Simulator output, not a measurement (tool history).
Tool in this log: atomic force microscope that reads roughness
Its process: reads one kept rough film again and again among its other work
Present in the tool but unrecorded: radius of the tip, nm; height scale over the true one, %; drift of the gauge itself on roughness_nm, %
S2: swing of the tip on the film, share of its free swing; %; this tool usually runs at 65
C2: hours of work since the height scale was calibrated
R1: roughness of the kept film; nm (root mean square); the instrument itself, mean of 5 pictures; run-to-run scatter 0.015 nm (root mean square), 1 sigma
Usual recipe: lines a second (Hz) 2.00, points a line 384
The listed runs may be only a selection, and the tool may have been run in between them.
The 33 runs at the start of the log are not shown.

At hour 1765.7: new tip fitted.
Run 34, hour 1770.2: usual settings but lines a second (Hz) 1.79, points a line 680; pictures with this tip 6; C2 383. Result: R1 3.625 nm (root mean square).
Run 35, hour 1808.6: usual settings but lines a second (Hz) 0.71, S2 87 %, points a line 375; pictures with this tip 58; C2 404. Result: R1 2.776 nm (root mean square).
At hour 1847.6: new tip fitted.
Run 36, hour 1880.5: usual settings but lines a second (Hz) 0.71, S2 87 %, points a line 375; pictures with this tip 45; C2 444. Result: R1 2.934 nm (root mean square).
At hour 1925.4: new tip fitted.
Run 37, hour 1940.6: usual settings but S2 90 %; pictures with this tip 21; C2 478. Result: R1 2.796 nm (root mean square).
Run 38, hour 1988.6: usual settings but lines a second (Hz) 1.55, S2 87 %, points a line 343; pictures with this tip 87; C2 505. Result: R1 2.294 nm (root mean square).
At hour 2006.7: new tip fitted.
Run 39, hour 2035.9: usual settings but lines a second (Hz) 3.58; pictures with this tip 40; C2 531. Result: R1 2.880 nm (root mean square).
Run 40, hour 2072.3: usual settings but lines a second (Hz) 1.20, S2 58 %, points a line 450; pictures with this tip 90; C2 551. Result: R1 2.664 nm (root mean square).
At hour 2086.4: new tip fitted.
Run 41, hour 2150.6: usual settings but lines a second (Hz) 0.98, S2 58 %, points a line 578; pictures with this tip 88; C2 595. Result: R1 2.568 nm (root mean square).
At hour 2165.0: new tip fitted.
Run 42, hour 2191.1: usual settings but points a line 341; pictures with this tip 36; C2 617. Result: R1 3.128 nm (root mean square).
At hour 2246.7: new tip fitted.
Run 43, hour 2265.6: usual settings but points a line 691; pictures with this tip 26; C2 659. Result: R1 3.284 nm (root mean square).
At hour 2328.5: new tip fitted.
Run 44, hour 2337.9: usual settings but points a line 659; pictures with this tip 13; C2 699. Result: R1 3.497 nm (root mean square).
Run 45, hour 2403.0: usual settings but lines a second (Hz) 1.70, points a line 380; pictures with this tip 102; C2 736. Result: R1 2.478 nm (root mean square).
At hour 2410.5: new tip fitted.
Run 46, hour 2479.9: usual settings but lines a second (Hz) 0.83, S2 72 %, points a line 380; pictures with this tip 95; C2 779. Result: R1 2.456 nm (root mean square).

Predict each of these 3 candidate next runs independently; none follows another, all start after run 46:
At hour 2486.5: new tip fitted.
Run A, hour 2558.5: usual settings but lines a second (Hz) 0.83, S2 72 %, points a line 777; pictures with this tip 98; C2 822. Result: R1 ?.
At hour 2486.5: new tip fitted.
Run B, hour 2558.5: usual settings but S2 70 %; pictures with this tip 98; C2 822. Result: R1 ?.
At hour 2486.5: new tip fitted.
Run C, hour 2558.5: usual settings but lines a second (Hz) 2.60, S2 64 %, points a line 259; pictures with this tip 98; C2 822. Result: R1 ?.

run     R1
  A  2.477
  B  2.325
  C  2.327
Without the tool's unlogged condition, the same runs would have read:
run     R1
  A  3.854
  B  3.625
  C  3.626
